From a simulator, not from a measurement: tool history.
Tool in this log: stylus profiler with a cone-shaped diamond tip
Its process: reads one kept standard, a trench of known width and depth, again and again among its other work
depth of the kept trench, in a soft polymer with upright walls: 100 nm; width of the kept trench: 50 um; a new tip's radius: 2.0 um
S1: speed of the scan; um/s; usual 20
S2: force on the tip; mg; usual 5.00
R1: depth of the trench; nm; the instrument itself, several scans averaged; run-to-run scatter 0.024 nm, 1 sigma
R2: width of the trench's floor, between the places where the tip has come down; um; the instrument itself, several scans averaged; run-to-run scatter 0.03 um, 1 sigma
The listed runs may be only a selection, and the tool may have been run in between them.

{"run": 1, "hour": 0.0, "S1": 20, "S2": 5.0, "R1": 101.29, "R2": 48.74}
{"run": 2, "hour": 16.2, "S1": 20, "S2": 5.0, "R1": 101.31, "R2": 48.71}
{"run": 3, "hour": 24.5, "S1": 20, "S2": 5.0, "R1": 101.33, "R2": 48.68}
{"run": 4, "hour": 43.9, "S1": 9, "S2": 5.0, "R1": 101.39, "R2": 48.67}
{"run": 5, "hour": 54.7, "S1": 9, "S2": 5.0, "R1": 101.37, "R2": 48.69}
{"run": 6, "hour": 70.9, "S1": 9, "S2": 5.0, "R1": 101.37, "R2": 48.66}
{"run": 7, "hour": 84.5, "S1": 20, "S2": 10.22, "R1": 102.16, "R2": 48.66}
{"run": 8, "hour": 92.9, "S1": 20, "S2": 5.0, "R1": 101.34, "R2": 48.64}
{"run": 9, "hour": 113.2, "S1": 40, "S2": 5.0, "R1": 101.34, "R2": 48.64}
{"run": 10, "hour": 128.3, "S1": 40, "S2": 5.0, "R1": 101.36, "R2": 48.59}
{"run": 11, "hour": 142.9, "S1": 40, "S2": 5.0, "R1": 101.38, "R2": 48.65}
{"run": 12, "hour": 161.7, "S1": 40, "S2": 5.0, "R1": 101.39, "R2": 48.59}
{"run": 13, "hour": 171.5, "S1": 40, "S2": 5.0, "R1": 101.35, "R2": 48.56}
{"run": 14, "hour": 191.0, "S1": 7, "S2": 5.0, "R1": 101.38, "R2": 48.65}
{"run": 15, "hour": 207.3, "S1": 20, "S2": 1.76, "R1": 100.75, "R2": 48.58}
{"run": 16, "hour": 219.4, "S1": 20, "S2": 5.0, "R1": 101.42, "R2": 48.64}
{"run": 17, "hour": 232.7, "S1": 20, "S2": 5.0, "R1": 101.37, "R2": 48.65}
{"run": 18, "hour": 243.1, "S1": 20, "S2": 5.0, "R1": 101.44, "R2": 48.64}
{"run": 19, "hour": 253.8, "S1": 20, "S2": 5.0, "R1": 101.41, "R2": 48.57}
{"run": 20, "hour": 272.1, "S1": 20, "S2": 5.0, "R1": 101.38, "R2": 48.54}
{"run": 21, "hour": 282.6, "S1": 20, "S2": 5.0, "R1": 101.42, "R2": 48.62}
{"run": 22, "hour": 291.2, "S1": 20, "S2": 5.0, "R1": 101.37, "R2": 48.64}
{"run": 23, "hour": 302.0, "S1": 20, "S2": 5.0, "R1": 101.41, "R2": 48.67}
{"run": 24, "hour": 320.3, "S1": 20, "S2": 5.0, "R1": 101.39, "R2": 48.66}
{"run": 25, "hour": 331.6, "S1": 71, "S2": 8.86, "R1": 101.96, "R2": 48.58}
{"run": 26, "hour": 351.6, "S1": 71, "S2": 8.86, "R1": 101.92, "R2": 48.54}
{"run": 27, "hour": 361.9, "S1": 32, "S2": 2.17, "R1": 100.85, "R2": 48.58}
{"run": 28, "hour": 381.5, "S1": 16, "S2": 8.26, "R1": 101.89, "R2": 48.64}
{"run": 29, "hour": 389.9, "S1": 16, "S2": 2.65, "R1": 100.95, "R2": 48.61}
{"run": 30, "hour": 406.0, "S1": 16, "S2": 2.65, "R1": 100.99, "R2": 48.55}
{"run": 31, "hour": 419.0, "S1": 16, "S2": 2.65, "R1": 100.99, "R2": 48.64}
{"run": 32, "hour": 437.9, "S1": 56, "S2": 3.13, "R1": 101.04, "R2": 48.52}
{"run": 33, "hour": 455.7, "S1": 56, "S2": 3.13, "R1": 101.08, "R2": 48.51}
{"run": 34, "hour": 471.8, "S1": 56, "S2": 3.13, "R1": 101.11, "R2": 48.46}
{"run": 35, "hour": 486.1, "S1": 6, "S2": 5.74, "R1": 101.55, "R2": 48.61}
{"run": 36, "hour": 498.7, "S1": 7, "S2": 2.64, "R1": 100.98, "R2": 48.59}

Forecast run 37:
{"run": 37, "hour": 518.3, "S1": 27, "S2": 11.22, "R1": "?", "R2": "?"}

R1: 102.30 nm
R2: 48.61 um
The same run, on a tool lacking any hidden state, would have yielded R1 102.14 nm, R2 48.73 um.

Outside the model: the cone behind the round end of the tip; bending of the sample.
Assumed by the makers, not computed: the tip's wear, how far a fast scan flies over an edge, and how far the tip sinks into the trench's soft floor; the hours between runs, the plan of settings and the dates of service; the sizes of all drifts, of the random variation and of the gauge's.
